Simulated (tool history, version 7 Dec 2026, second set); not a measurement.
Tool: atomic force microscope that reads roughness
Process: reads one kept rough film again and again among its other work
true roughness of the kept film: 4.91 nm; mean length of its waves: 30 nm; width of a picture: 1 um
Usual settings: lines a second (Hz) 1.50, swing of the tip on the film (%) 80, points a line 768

run    day  lines a second (Hz)  swing of the tip on the film (%)  points a line  roughness of the kept film (nm (root mean square))
  1  0.000                 1.50                                80            768                                               3.582
  2  0.346                 1.50                                80            768                                               3.551
     0.604  -- new tip fitted
  3  0.612                 1.50                                80            768                                               3.952
  4  0.883                 1.64                                80            768                                               3.894
  5  1.058                 1.64                                80            768                                               3.913
  6  1.267                 1.50                                69            768                                               4.078
  7  1.542                 1.50                                69            768                                               4.059
  8  1.788                 1.50                                69            768                                               4.022
  9  2.133                 1.50                                69            768                                               3.997
 10  2.400                 1.50                                69            768                                               3.967
 11  2.683                 1.50                                69            768                                               3.952

Run 12 comes next. What will it give?
 12  2.971                 1.50                                83            929                                                   ?

Run 12 gave roughness of the kept film (nm (root mean square)) 3.693.
Without the tool's hidden state the same run would have given roughness of the kept film (nm (root mean square)) 3.934.
